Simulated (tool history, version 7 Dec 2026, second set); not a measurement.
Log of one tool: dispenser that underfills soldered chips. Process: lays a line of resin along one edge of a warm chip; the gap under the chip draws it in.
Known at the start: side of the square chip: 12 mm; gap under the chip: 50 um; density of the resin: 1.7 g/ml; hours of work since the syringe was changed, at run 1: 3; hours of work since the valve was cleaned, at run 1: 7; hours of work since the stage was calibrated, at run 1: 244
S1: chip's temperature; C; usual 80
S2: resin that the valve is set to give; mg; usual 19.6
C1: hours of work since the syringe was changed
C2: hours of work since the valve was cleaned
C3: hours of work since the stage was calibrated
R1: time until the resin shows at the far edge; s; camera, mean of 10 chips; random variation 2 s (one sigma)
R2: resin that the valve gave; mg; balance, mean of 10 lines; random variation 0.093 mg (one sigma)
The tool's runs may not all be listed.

{"run": 1, "hour": 0.0, "S1": 80, "S2": 19.6, "C1": 3, "C2": 7, "C3": 244, "R1": 238.5, "R2": 19.47}
{"hour": 7.3, "done": "new syringe of resin"}
{"run": 2, "hour": 7.3, "S1": 80, "S2": 17, "C1": 0, "C2": 12, "C3": 249, "R1": 221, "R2": 16.81}
{"run": 3, "hour": 16.2, "S1": 80, "S2": 19.6, "C1": 6, "C2": 18, "C3": 255, "R1": 294.2, "R2": 19.32}
{"hour": 18.4, "done": "new syringe of resin"}
{"hour": 30.6, "done": "new syringe of resin"}
{"run": 4, "hour": 30.8, "S1": 80, "S2": 19.6, "C1": 0, "C2": 28, "C3": 265, "R1": 211.4, "R2": 19.11}
{"hour": 41.9, "done": "new syringe of resin"}
{"run": 5, "hour": 45.8, "S1": 80, "S2": 19.6, "C1": 3, "C2": 38, "C3": 275, "R1": 246.8, "R2": 19.15}
{"hour": 53.6, "done": "new syringe of resin"}
{"run": 6, "hour": 59.3, "S1": 80, "S2": 19.6, "C1": 4, "C2": 47, "C3": 284, "R1": 257.9, "R2": 19.06}
{"hour": 65.3, "done": "new syringe of resin"}
{"run": 7, "hour": 74.4, "S1": 80, "S2": 19.6, "C1": 6, "C2": 57, "C3": 294, "R1": 284, "R2": 18.76}
{"hour": 76.5, "done": "new syringe of resin"}
{"run": 8, "hour": 82.2, "S1": 80, "S2": 19.6, "C1": 4, "C2": 63, "C3": 300, "R1": 269.9, "R2": 18.87}
{"hour": 87.7, "done": "new syringe of resin"}
{"run": 9, "hour": 91.3, "S1": 80, "S2": 18.3, "C1": 2, "C2": 69, "C3": 306, "R1": 244.1, "R2": 17.34}
{"run": 10, "hour": 98.2, "S1": 80, "S2": 18.3, "C1": 7, "C2": 74, "C3": 310, "R1": 312.3, "R2": 17.41}
{"hour": 99.9, "done": "new syringe of resin"}
{"run": 11, "hour": 109.4, "S1": 80, "S2": 18.3, "C1": 7, "C2": 81, "C3": 318, "R1": 302.4, "R2": 17.26}
{"hour": 112.3, "done": "new syringe of resin"}
{"hour": 123.5, "done": "new syringe of resin"}
{"run": 12, "hour": 126.3, "S1": 66, "S2": 19.6, "C1": 2, "C2": 92, "C3": 329, "R1": 395.4, "R2": 18.19}
{"hour": 134.8, "done": "new syringe of resin"}
{"hour": 137.8, "done": "dispensing valve cleaned and set on the balance"}
{"run": 13, "hour": 139.4, "S1": 66, "S2": 19.6, "C1": 3, "C2": 1, "C3": 338, "R1": 413.5, "R2": 19.82}
{"hour": 147.4, "done": "new syringe of resin"}
{"run": 14, "hour": 147.6, "S1": 80, "S2": 21.3, "C1": 0, "C2": 7, "C3": 343, "R1": 216.2, "R2": 21.38}
{"run": 15, "hour": 155.8, "S1": 80, "S2": 21.3, "C1": 6, "C2": 12, "C3": 349, "R1": 289.7, "R2": 21.15}
{"hour": 159.4, "done": "new syringe of resin"}
{"run": 16, "hour": 167.3, "S1": 80, "S2": 21.3, "C1": 5, "C2": 20, "C3": 357, "R1": 280.9, "R2": 20.84}
{"hour": 171.3, "done": "new syringe of resin"}
{"run": 17, "hour": 181.3, "S1": 80, "S2": 21.3, "C1": 7, "C2": 30, "C3": 366, "R1": 311, "R2": 20.8}
{"hour": 183.1, "done": "new syringe of resin"}
{"run": 18, "hour": 193.5, "S1": 89, "S2": 23.3, "C1": 7, "C2": 38, "C3": 374, "R1": 229, "R2": 22.67}
{"hour": 195.2, "done": "new syringe of resin"}
{"run": 19, "hour": 205.4, "S1": 89, "S2": 23.3, "C1": 7, "C2": 46, "C3": 382, "R1": 227, "R2": 22.51}
{"hour": 206.9, "done": "new syringe of resin"}
{"hour": 218.7, "done": "new syringe of resin"}
{"run": 20, "hour": 222.6, "S1": 73, "S2": 18, "C1": 3, "C2": 58, "C3": 394, "R1": 321.7, "R2": 17.38}
{"hour": 230.0, "done": "new syringe of resin"}
{"run": 21, "hour": 239.3, "S1": 80, "S2": 16.9, "C1": 6, "C2": 69, "C3": 405, "R1": 315.4, "R2": 15.86}
{"hour": 241.9, "done": "new syringe of resin"}
{"run": 22, "hour": 251.0, "S1": 80, "S2": 16.9, "C1": 6, "C2": 77, "C3": 413, "R1": 306.7, "R2": 15.98}
{"hour": 253.2, "done": "new syringe of resin"}
{"hour": 264.6, "done": "new syringe of resin"}
{"run": 23, "hour": 267.3, "S1": 66, "S2": 19.9, "C1": 2, "C2": 88, "C3": 424, "R1": 405.1, "R2": 18.61}
{"hour": 276.9, "done": "new syringe of resin"}
{"run": 24, "hour": 277.5, "S1": 83, "S2": 23.6, "C1": 0, "C2": 95, "C3": 431, "R1": 198.7, "R2": 21.91}
{"hour": 285.4, "done": "dispensing valve cleaned and set on the balance"}
{"hour": 289.7, "done": "new syringe of resin"}
{"run": 25, "hour": 293.9, "S1": 83, "S2": 24.9, "C1": 3, "C2": 6, "C3": 442, "R1": 227.8, "R2": 24.73}
{"hour": 301.7, "done": "new syringe of resin"}
{"run": 26, "hour": 307.4, "S1": 77, "S2": 24.9, "C1": 4, "C2": 15, "C3": 451, "R1": 297.6, "R2": 24.69}
{"hour": 314.2, "done": "new syringe of resin"}
{"run": 27, "hour": 315.0, "S1": 72, "S2": 23.8, "C1": 1, "C2": 20, "C3": 456, "R1": 300.3, "R2": 23.39}
{"run": 28, "hour": 321.9, "S1": 72, "S2": 23.8, "C1": 5, "C2": 25, "C3": 461, "R1": 377, "R2": 23.44}
{"hour": 325.8, "done": "new syringe of resin"}
{"hour": 337.6, "done": "new syringe of resin"}
{"run": 29, "hour": 339.2, "S1": 72, "S2": 23.8, "C1": 1, "C2": 36, "C3": 472, "R1": 305.2, "R2": 23.32}
{"hour": 349.2, "done": "new syringe of resin"}
{"run": 30, "hour": 356.4, "S1": 87, "S2": 22.8, "C1": 5, "C2": 48, "C3": 484, "R1": 220.6, "R2": 22.13}

Run 31 comes next. What will it give?
{"hour": 360.6, "done": "new syringe of resin"}
{"run": 31, "hour": 368.4, "S1": 87, "S2": 22.8, "C1": 5, "C2": 56, "C3": 492, "R1": "?", "R2": "?"}

R1: 230 s
R2: 21.95 mg
Without the tool's hidden state the same run would have given R1 154.7 s, R2 22.85 mg.
